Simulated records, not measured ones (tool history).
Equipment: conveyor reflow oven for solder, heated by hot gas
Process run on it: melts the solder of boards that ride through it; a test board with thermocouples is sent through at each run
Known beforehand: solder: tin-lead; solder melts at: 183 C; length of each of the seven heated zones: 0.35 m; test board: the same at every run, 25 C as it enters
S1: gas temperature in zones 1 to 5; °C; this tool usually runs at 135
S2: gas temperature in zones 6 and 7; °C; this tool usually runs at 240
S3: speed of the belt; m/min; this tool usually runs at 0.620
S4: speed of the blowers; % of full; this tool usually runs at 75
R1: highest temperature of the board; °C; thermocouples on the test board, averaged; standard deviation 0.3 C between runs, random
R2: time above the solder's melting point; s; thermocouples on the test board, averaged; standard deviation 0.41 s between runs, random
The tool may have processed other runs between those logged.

run	hour	S1	S2	S3	S4	R1	R2
1	0.0	135	240	0.620	75	220.9	52.0
2	21.6	135	240	0.626	75	221.0	50.7
3	49.9	135	240	0.629	75	221.8	51.8
4	72.1	135	240	0.629	75	221.5	52.3
5	110.6	135	240	0.629	75	221.6	51.0
6	151.3	135	240	0.620	54	217.7	48.5
7	180.3	135	240	0.624	75	221.6	52.1
8	209.9	135	240	0.624	75	222.3	51.5
9	235.3	135	240	0.624	75	221.8	52.1
10	274.7	135	240	0.624	75	221.2	52.1
11	301.5	135	240	0.624	75	221.4	52.4
12	326.8	144	240	0.624	75	222.9	56.8
13	361.7	144	240	0.624	75	224.7	57.7
14	379.0	135	240	0.620	75	223.0	53.0
15	400.7	135	240	0.620	75	223.0	54.0
16	420.8	135	240	0.620	75	222.6	53.8
17	459.7	133	246	0.710	75	222.0	45.5
18	499.8	133	246	0.594	75	228.8	59.4
19	527.3	148	236	0.543	79	225.9	68.9
20	549.3	148	236	0.543	79	226.2	69.1
21	594.7	140	228	0.687	58	203.3	34.8
22	631.4	140	238	0.675	58	212.0	44.0
23	650.7	137	238	0.501	61	223.5	68.6
24	684.9	137	233	0.528	58	216.4	60.4
25	719.9	137	233	0.528	58	217.0	61.3
26	748.8	137	233	0.528	58	217.4	61.6
27	772.6	137	233	0.528	58	217.6	60.7
28	817.7	137	229	0.528	58	212.6	55.2
29	836.2	137	229	0.528	58	212.8	56.2
30	872.9	142	236	0.577	79	220.6	58.5

The log once held 6 entries between its listed runs, left out of this copy. Where does each go, and what is different about the tool's unlogged condition between the listed run before it and the listed run after it?
Logged between run 2 and run 3: flux residue cleaned out of gas plates and filters (hour 38.9)
  heat that the gas passes to the board, % of a clean oven's: 95.8 -> 99.3; belt's true speed, % of the reading: 99.71 -> 99.66; true gas temperature in zones 6 and 7 over the reading, C: 2.62 -> 2.66
  measured value less the no-hidden-state value, R1: +1.1 -> +2.1 °C; R2: +0.6 -> +1.5 s
Logged between run 12 and run 13: flux residue cleaned out of gas plates and filters (hour 361.7)
  heat that the gas passes to the board, % of a clean oven's: 95.6 -> 99.2; belt's true speed, % of the reading: 99.07 -> 99.01; true gas temperature in zones 6 and 7 over the reading, C: 3.18 -> 3.23
  measured value less the no-hidden-state value, R1: +1.7 -> +2.8 °C; R2: +1.4 -> +2.3 s
Logged between run 20 and run 21: belt drive overhauled, speed set with a stopwatch (hour 557.1); thermocouples of zones 6 and 7 changed (hour 559.1)
  heat that the gas passes to the board, % of a clean oven's: 96.7 -> 96.1; belt's true speed, % of the reading: 98.59 -> 97.68; true gas temperature in zones 6 and 7 over the reading, C: 3.6 -> 0.06
  measured value less the no-hidden-state value, R1: +2.8 -> -0.1 °C; R2: +2.5 -> +0.6 s
Logged between run 24 and run 25: flux residue cleaned out of gas plates and filters (hour 693.1)
  heat that the gas passes to the board, % of a clean oven's: 95 -> 99.3; belt's true speed, % of the reading: 97.48 -> 97.41; true gas temperature in zones 6 and 7 over the reading, C: 0.23 -> 0.28
  measured value less the no-hidden-state value, R1: -0.1 -> +0.9 °C; R2: +1.3 -> +2.4 s
Logged between run 27 and run 28: belt drive overhauled, speed set with a stopwatch, once more (hour 798.0)
  heat that the gas passes to the board, % of a clean oven's: 98.6 -> 98; belt's true speed, % of the reading: 97.31 -> 99.99; true gas temperature in zones 6 and 7 over the reading, C: 0.39 -> 0.47
  measured value less the no-hidden-state value, R1: +0.9 -> -0.1 °C; R2: +2.5 -> -0.1 s

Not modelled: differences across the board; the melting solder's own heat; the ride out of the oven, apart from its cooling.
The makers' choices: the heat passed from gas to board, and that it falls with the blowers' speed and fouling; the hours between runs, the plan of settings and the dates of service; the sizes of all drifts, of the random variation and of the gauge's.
